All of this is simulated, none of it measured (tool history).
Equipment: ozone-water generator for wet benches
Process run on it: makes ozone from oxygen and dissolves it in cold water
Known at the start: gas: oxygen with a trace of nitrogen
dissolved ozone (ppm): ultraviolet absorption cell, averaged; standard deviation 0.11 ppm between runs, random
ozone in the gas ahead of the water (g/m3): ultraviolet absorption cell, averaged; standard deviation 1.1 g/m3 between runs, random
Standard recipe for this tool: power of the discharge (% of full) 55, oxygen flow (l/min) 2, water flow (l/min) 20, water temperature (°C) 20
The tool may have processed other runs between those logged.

run   hour  power of the discharge (% of full)  oxygen flow (l/min)  water flow (l/min)  water temperature (°C)  dissolved ozone (ppm)  ozone in the gas ahead of the water (g/m3)
  1      0                                  55                    2                  20                      20                    7.8                                       186.9
  2   42.7                                  55                    2                  20                      20                    8.2                                       187.6
  3  119.3                                  55                    2                  20                      20                    7.9                                       188.7
  4  162.9                                  55                    2                  20                      20                    7.8                                       187.1
  5    234                                  55                    2                  20                      20                    7.9                                       186.6
  6  304.2                                  55                    2                  20                      20                    7.8                                       187.2
  7  348.8                                  55                    2                  20                      20                    7.6                                       186.2
  8  431.4                                  55                  3.2                  20                      16                    9.5                                       158.1
  9  510.2                                  59                 1.33                  21                      19                    6.3                                       222.5
 10  556.9                                  48                 3.13                  25                      24                    6.8                                       148.9
 11    624                                  48                 3.13                  25                      24                    6.6                                       147.4
 12    682                                  58                 1.31                  23                      21                    5.9                                       219.5
 13  732.2                                  55                  2.4                  20                      20                    8.4                                       175.3

Predict each of these 4 candidate next runs independently; none follows another, all start after run 13:
  A  791.6                                  66                 1.25                  20                      13                      ?                                           ?
  B  791.6                                  55                 2.06                  15                      24                      ?                                           ?
  C  791.6                                  54                 1.14                  29                      20                      ?                                           ?
  D  791.6                                  86                  2.4                  20                      15                      ?                                           ?

run  dissolved ozone (ppm)  ozone in the gas ahead of the water (g/m3)
  A                    6.9                                       238.3
  B                    9.7                                       181.5
  C                    3.9                                       219.6
  D                   11.3                                       228.6
Without the tool's unlogged condition, the same runs would have read:
run  dissolved ozone (ppm)  ozone in the gas ahead of the water (g/m3)
  A                    8.4                                       267.8
  B                   11.5                                       201.1
  C                    4.7                                       242.9
  D                     14                                       261.9
